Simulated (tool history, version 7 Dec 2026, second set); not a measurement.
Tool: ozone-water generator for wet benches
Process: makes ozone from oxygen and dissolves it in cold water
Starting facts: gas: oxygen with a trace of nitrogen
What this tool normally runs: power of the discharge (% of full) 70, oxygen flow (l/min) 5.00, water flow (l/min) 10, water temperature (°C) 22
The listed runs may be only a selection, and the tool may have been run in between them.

run,hour,power of the discharge (% of full),oxygen flow (l/min),water flow (l/min),water temperature (°C),dissolved ozone (ppm),ozone in the gas ahead of the water (g/m3)
1,0.0,70,5.00,10,22,24.2,174.7
2,147.8,70,5.00,10,22,23.6,174.9
3,278.3,70,5.00,10,22,24.1,173.0
4,384.4,70,5.00,7,22,29.0,173.8
5,478.9,70,5.00,7,22,28.6,173.3
6,606.2,99,5.00,10,22,30.3,215.7
7,729.9,70,5.00,7,22,28.9,171.8
8,863.4,70,6.56,10,22,22.0,145.9
9,1005.3,70,5.46,10,22,23.5,162.4
10,1080.2,70,5.46,10,22,23.3,162.6
11,1187.9,70,5.00,10,22,24.0,171.3
12,1348.1,70,5.00,10,22,24.1,169.9
13,1447.4,70,5.00,10,22,23.9,172.1
14,1523.1,70,5.00,6,22,31.2,170.5
15,1653.2,70,5.00,6,22,30.7,169.5
16,1772.5,70,5.00,6,22,31.1,170.4
17,1866.6,45,5.00,10,22,17.8,126.3
# hour 1922.8: gauge calibrated
18,1969.9,53,4.22,7,15,29.1,162.1
19,2119.1,91,4.22,9,27,28.7,233.2
20,2256.4,47,2.57,7,18,28.7,204.0
21,2390.5,47,2.57,7,18,28.5,205.2
22,2520.2,47,2.57,7,18,28.8,203.7
23,2589.4,47,2.57,7,18,28.9,202.7
24,2745.3,47,2.57,9,18,24.3,203.3
25,2848.6,70,5.08,10,22,24.0,169.5
26,2997.9,70,3.93,7,22,31.6,199.0
27,3074.9,70,3.93,7,16,35.3,199.5
28,3179.1,47,3.38,11,27,17.6,167.2
29,3306.3,47,3.38,11,27,17.1,169.2
30,3393.5,66,2.75,14,24,19.6,241.0
31,3494.0,85,2.75,14,24,23.3,285.8
32,3654.1,94,2.75,11,24,29.8,302.7
33,3793.4,94,8.88,11,17,25.5,142.8

Branching from run 33: 4 alternative next runs. What would each branch give?
A,3880.1,49,5.00,8,20,?,?
B,3880.1,45,6.15,8,17,?,?
C,3880.1,70,5.00,13,15,?,?
D,3880.1,94,8.88,9,17,?,?

run,dissolved ozone (ppm),ozone in the gas ahead of the water (g/m3)
A,22.5,132.8
B,21.1,110.3
C,22.8,168.6
D,28.4,142.8
The same runs, with their run-to-run variation unchanged, on a tool lacking any hidden condition would have given:
run,dissolved ozone (ppm),ozone in the gas ahead of the water (g/m3)
A,22.6,137.1
B,21.2,113.9
C,22.9,174.1
D,28.5,147.5
